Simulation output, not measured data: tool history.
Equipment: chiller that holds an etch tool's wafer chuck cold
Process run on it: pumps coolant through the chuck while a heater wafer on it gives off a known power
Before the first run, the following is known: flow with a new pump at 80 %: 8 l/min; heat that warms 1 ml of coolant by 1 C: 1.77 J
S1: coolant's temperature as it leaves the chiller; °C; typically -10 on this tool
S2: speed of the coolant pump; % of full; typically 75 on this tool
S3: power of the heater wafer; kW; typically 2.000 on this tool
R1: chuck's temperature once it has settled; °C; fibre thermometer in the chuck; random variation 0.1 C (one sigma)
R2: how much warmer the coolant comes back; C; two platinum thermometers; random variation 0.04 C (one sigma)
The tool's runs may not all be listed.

{"run": 1, "hour": 0.0, "S1": -10, "S2": 75, "S3": 2.0, "R1": 7.9, "R2": 9.47}
{"run": 2, "hour": 83.6, "S1": -10, "S2": 75, "S3": 2.0, "R1": 8.1, "R2": 9.48}
{"run": 3, "hour": 150.3, "S1": -10, "S2": 75, "S3": 2.0, "R1": 8.1, "R2": 9.5}
{"run": 4, "hour": 230.4, "S1": -10, "S2": 75, "S3": 1.85, "R1": 6.8, "R2": 8.85}
{"run": 5, "hour": 290.0, "S1": -10, "S2": 80, "S3": 2.0, "R1": 7.3, "R2": 8.89}
{"run": 6, "hour": 377.3, "S1": -10, "S2": 80, "S3": 2.0, "R1": 7.5, "R2": 8.88}
{"run": 7, "hour": 445.5, "S1": -10, "S2": 80, "S3": 2.0, "R1": 7.6, "R2": 8.96}
{"run": 8, "hour": 526.3, "S1": -10, "S2": 75, "S3": 1.257, "R1": 1.8, "R2": 6.04}
{"run": 9, "hour": 614.2, "S1": -10, "S2": 75, "S3": 1.257, "R1": 1.7, "R2": 6.0}
{"hour": 624.2, "done": "chiller's thermometer calibrated"}
{"run": 10, "hour": 668.5, "S1": -10, "S2": 78, "S3": 2.0, "R1": 8.1, "R2": 9.19}
{"run": 11, "hour": 735.4, "S1": -3, "S2": 75, "S3": 2.0, "R1": 15.6, "R2": 9.64}
{"run": 12, "hour": 842.9, "S1": -3, "S2": 75, "S3": 2.0, "R1": 15.7, "R2": 9.61}
{"run": 13, "hour": 928.7, "S1": -3, "S2": 75, "S3": 2.0, "R1": 15.9, "R2": 9.66}
{"hour": 1001.2, "done": "chiller's thermometer calibrated, once more"}
{"run": 14, "hour": 1040.4, "S1": -3, "S2": 75, "S3": 2.0, "R1": 15.7, "R2": 9.78}
{"run": 15, "hour": 1136.0, "S1": -3, "S2": 75, "S3": 2.0, "R1": 15.9, "R2": 9.73}
{"run": 16, "hour": 1234.9, "S1": -4, "S2": 87, "S3": 1.242, "R1": 6.4, "R2": 5.18}

Run 17 is up next; what results do you expect?
{"run": 17, "hour": 1342.6, "S1": -4, "S2": 87, "S3": 1.242, "R1": "?", "R2": "?"}

{"run 17": {"R1": 6.8, "R2": 5.28}}
Without the tool's hidden state the same run would have given R1 5.2 °C, R2 4.88 C.
